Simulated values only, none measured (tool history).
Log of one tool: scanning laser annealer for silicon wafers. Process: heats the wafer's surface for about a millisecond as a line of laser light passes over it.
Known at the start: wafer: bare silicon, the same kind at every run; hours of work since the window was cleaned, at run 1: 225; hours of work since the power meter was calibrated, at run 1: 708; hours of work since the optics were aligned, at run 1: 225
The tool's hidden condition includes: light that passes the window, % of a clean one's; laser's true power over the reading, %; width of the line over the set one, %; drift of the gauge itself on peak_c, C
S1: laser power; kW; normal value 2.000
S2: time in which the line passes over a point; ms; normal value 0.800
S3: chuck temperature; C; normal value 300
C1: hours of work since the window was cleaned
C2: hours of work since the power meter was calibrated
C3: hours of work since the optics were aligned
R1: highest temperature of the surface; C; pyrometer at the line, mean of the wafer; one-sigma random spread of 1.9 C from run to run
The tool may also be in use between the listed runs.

| run | hour | S1 | S2 | S3 | C1 | C2 | C3 | R1 |
|---|---|---|---|---|---|---|---|---|
| 1 | 0.0 | 2.000 | 0.800 | 300 | 225 | 708 | 225 | 1078 |
| 2 | 21.1 | 2.000 | 0.800 | 300 | 240 | 724 | 240 | 1080 |
| 3 | 31.2 | 2.000 | 0.800 | 300 | 248 | 731 | 248 | 1080 |
| 4 | 48.3 | 1.844 | 0.800 | 300 | 261 | 744 | 261 | 1012 |
| 5 | 66.0 | 1.844 | 0.800 | 300 | 274 | 757 | 274 | 1013 |
| 6 | 83.0 | 1.844 | 0.800 | 300 | 286 | 770 | 286 | 1008 |
| 7 | 100.0 | 1.844 | 0.800 | 300 | 299 | 782 | 299 | 1010 |
| 8 | 124.2 | 1.844 | 0.707 | 300 | 317 | 800 | 317 | 963 |
| 9 | 137.2 | 2.000 | 0.842 | 300 | 327 | 810 | 327 | 1090 |
| 10 | 148.1 | 2.000 | 0.800 | 300 | 335 | 818 | 335 | 1071 |
| 11 | 171.0 | 2.000 | 0.800 | 300 | 352 | 835 | 352 | 1070 |
| 12 | 181.0 | 2.000 | 0.800 | 300 | 359 | 843 | 359 | 1072 |
| 13 | 198.9 | 2.000 | 0.800 | 300 | 373 | 856 | 373 | 1069 |
| 14 | 216.8 | 2.000 | 0.800 | 300 | 386 | 869 | 386 | 1066 |
| 15 | 235.6 | 2.000 | 0.800 | 300 | 400 | 883 | 400 | 1067 |
| 16 | 256.0 | 1.921 | 0.800 | 300 | 415 | 898 | 415 | 1032 |
| 17 | 265.9 | 1.921 | 0.800 | 300 | 422 | 906 | 422 | 1035 |
| 18 | 281.2 | 1.970 | 0.694 | 340 | 434 | 917 | 434 | 1039 |
| 19 | 304.3 | 2.052 | 0.637 | 340 | 451 | 934 | 451 | 1038 |
| 20 | 328.4 | 2.183 | 0.839 | 337 | 469 | 952 | 469 | 1198 |
|  | 343.8 | window over the wafer cleaned |
| 21 | 354.6 | 2.183 | 0.839 | 271 | 8 | 970 | 487 | 1159 |
| 22 | 366.6 | 2.183 | 0.839 | 271 | 17 | 979 | 496 | 1162 |
| 23 | 389.2 | 2.183 | 0.839 | 271 | 34 | 996 | 513 | 1156 |
| 24 | 403.0 | 1.991 | 0.839 | 311 | 44 | 1006 | 523 | 1119 |
| 25 | 427.2 | 2.000 | 0.723 | 300 | 62 | 1024 | 541 | 1046 |
| 26 | 444.1 | 1.904 | 0.800 | 278 | 75 | 1037 | 553 | 1022 |
| 27 | 466.1 | 1.773 | 0.800 | 290 | 91 | 1053 | 570 | 976 |
| 28 | 481.6 | 1.773 | 0.800 | 304 | 102 | 1065 | 581 | 994 |
| 29 | 500.9 | 2.000 | 0.800 | 272 | 117 | 1079 | 596 | 1051 |
| 30 | 518.2 | 2.000 | 0.800 | 272 | 130 | 1092 | 608 | 1049 |
| 31 | 534.3 | 1.974 | 0.800 | 334 | 142 | 1104 | 620 | 1101 |
| 32 | 549.2 | 1.992 | 0.967 | 300 | 153 | 1115 | 632 | 1155 |

Below are 3 alternative next runs, each starting from the tool's condition after run 32. Predict each:
| A | 570.7 | 1.836 | 0.796 | 294 | 169 | 1131 | 647 | ? |
| B | 570.7 | 1.834 | 0.593 | 289 | 169 | 1131 | 647 | ? |
| C | 570.7 | 2.158 | 0.967 | 300 | 169 | 1131 | 647 | ? |

| run | R1 |
|---|---|
| A | 1002 |
| B | 897 |
| C | 1230 |
Stripped of hidden state, with their random variation kept, the same runs would have yielded:
| run | R1 |
|---|---|
| A | 1021 |
| B | 913 |
| C | 1255 |

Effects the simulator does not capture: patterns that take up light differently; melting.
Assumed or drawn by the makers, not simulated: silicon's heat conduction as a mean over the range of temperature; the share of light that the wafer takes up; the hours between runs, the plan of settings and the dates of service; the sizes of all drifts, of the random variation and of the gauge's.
